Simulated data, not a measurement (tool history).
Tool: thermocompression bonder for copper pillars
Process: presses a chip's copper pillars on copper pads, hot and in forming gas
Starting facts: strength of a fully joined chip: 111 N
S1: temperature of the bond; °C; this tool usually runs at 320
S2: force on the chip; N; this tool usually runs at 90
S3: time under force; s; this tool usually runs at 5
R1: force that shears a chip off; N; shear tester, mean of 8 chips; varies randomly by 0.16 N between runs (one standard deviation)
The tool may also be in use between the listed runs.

run 1 day=0.000 | S1=320 S2=90 S3=5 | R1=46.2
run 2 day=2.679 | S1=320 S2=90 S3=5 | R1=45.9
run 3 day=5.496 | S1=320 S2=90 S3=5 | R1=45.8
run 4 day=7.050 | S1=320 S2=91 S3=5 | R1=45.9
run 5 day=9.675 | S1=320 S2=90 S3=5 | R1=45.7
run 6 day=12.771 | S1=320 S2=90 S3=5 | R1=45.6
run 7 day=15.950 | S1=320 S2=90 S3=5 | R1=46.0
run 8 day=17.529 | S1=325 S2=90 S3=5 | R1=48.4
run 9 day=19.108 | S1=325 S2=90 S3=5 | R1=48.4
run 10 day=21.312 | S1=325 S2=90 S3=5 | R1=48.8
run 11 day=23.329 | S1=320 S2=90 S3=5 | R1=46.0
run 12 day=25.904 | S1=320 S2=90 S3=5 | R1=45.9
run 13 day=29.204 | S1=320 S2=90 S3=5 | R1=46.1
run 14 day=31.962 | S1=320 S2=90 S3=5 | R1=46.1
run 15 day=33.908 | S1=332 S2=117 S3=10 | R1=74.1
run 16 day=37.508 | S1=310 S2=111 S3=10 | R1=58.6
run 17 day=41.050 | S1=312 S2=72 S3=8 | R1=43.6
run 18 day=43.883 | S1=312 S2=72 S3=8 | R1=44.1
run 19 day=45.338 | S1=303 S2=106 S3=4 | R1=37.5
run 20 day=46.817 | S1=303 S2=106 S3=4 | R1=37.7
run 21 day=49.792 | S1=303 S2=106 S3=4 | R1=37.5
run 22 day=51.775 | S1=303 S2=106 S3=4 | R1=37.5
run 23 day=54.617 | S1=296 S2=90 S3=14 | R1=51.2

Between the runs listed above, the log contained 4 entries, not reproduced here. Where in the sequence does each belong, and how does what the log doesn't record of the tool's condition differ from the listed run before to the listed run after?
Runs 4 to 5: forming gas filter changed (day 8.104)
  oxide that the forming gas leaves, % of the face: 0.76 -> 0.53
Runs 12 to 13: forming gas filter changed (day 27.446)
  oxide that the forming gas leaves, % of the face: 0.76 -> 0.53
Runs 15 to 16: heater calibrated with a thermocouple chip (day 36.533)
  true temperature of the bond over the reading, C: 0.2 -> 0; oxide that the forming gas leaves, % of the face: 0.59 -> 0.65
Runs 19 to 20: forming gas filter changed (day 46.817)
  oxide that the forming gas leaves, % of the face: 0.76 -> 0.5
